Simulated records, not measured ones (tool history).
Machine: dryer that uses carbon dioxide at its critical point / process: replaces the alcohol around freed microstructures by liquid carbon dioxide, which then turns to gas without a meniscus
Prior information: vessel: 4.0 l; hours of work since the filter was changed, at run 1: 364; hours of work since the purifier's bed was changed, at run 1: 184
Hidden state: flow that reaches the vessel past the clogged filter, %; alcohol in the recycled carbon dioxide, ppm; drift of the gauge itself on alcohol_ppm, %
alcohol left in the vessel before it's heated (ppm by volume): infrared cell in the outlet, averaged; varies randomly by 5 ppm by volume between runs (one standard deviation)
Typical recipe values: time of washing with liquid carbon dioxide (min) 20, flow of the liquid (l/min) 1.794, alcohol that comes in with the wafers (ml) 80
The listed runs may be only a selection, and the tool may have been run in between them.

| run | day | time of washing with liquid carbon dioxide (min) | flow of the liquid (l/min) | alcohol that comes in with the wafers (ml) | hours of work since the filter was changed | hours of work since the purifier's bed was changed | alcohol left in the vessel before it's heated (ppm by volume) |
|---|---|---|---|---|---|---|---|
| 1 | 0 | 20 | 1.794 | 80 | 364 | 184 | 93 |
| 2 | 1.767 | 20 | 1.794 | 80 | 396 | 216 | 93 |
| 3 | 4.025 | 15 | 1.794 | 80 | 436 | 256 | 244 |
| 4 | 5.158 | 15 | 1.794 | 80 | 456 | 276 | 265 |
|  | 6.388 | inlet filter changed |
| 5 | 6.775 | 20 | 1.92 | 80 | 7 | 304 | 80 |
| 6 | 8.1 | 20 | 1.92 | 80 | 30 | 328 | 100 |
| 7 | 10.529 | 20 | 2.9 | 80 | 74 | 371 | 95 |
| 8 | 11.696 | 20 | 2.9 | 80 | 94 | 391 | 102 |
| 9 | 14.062 | 20 | 2.9 | 80 | 137 | 434 | 116 |

Run 10, settings as shown, results not yet in. Your forecast:
| 10 | 16.083 | 20 | 2.9 | 80 | 172 | 469 | ? |

alcohol left in the vessel before it's heated (ppm by volume): 118
On a tool with no hidden condition, and with the same random variation, this run would have come out at alcohol left in the vessel before it's heated (ppm by volume) 10.

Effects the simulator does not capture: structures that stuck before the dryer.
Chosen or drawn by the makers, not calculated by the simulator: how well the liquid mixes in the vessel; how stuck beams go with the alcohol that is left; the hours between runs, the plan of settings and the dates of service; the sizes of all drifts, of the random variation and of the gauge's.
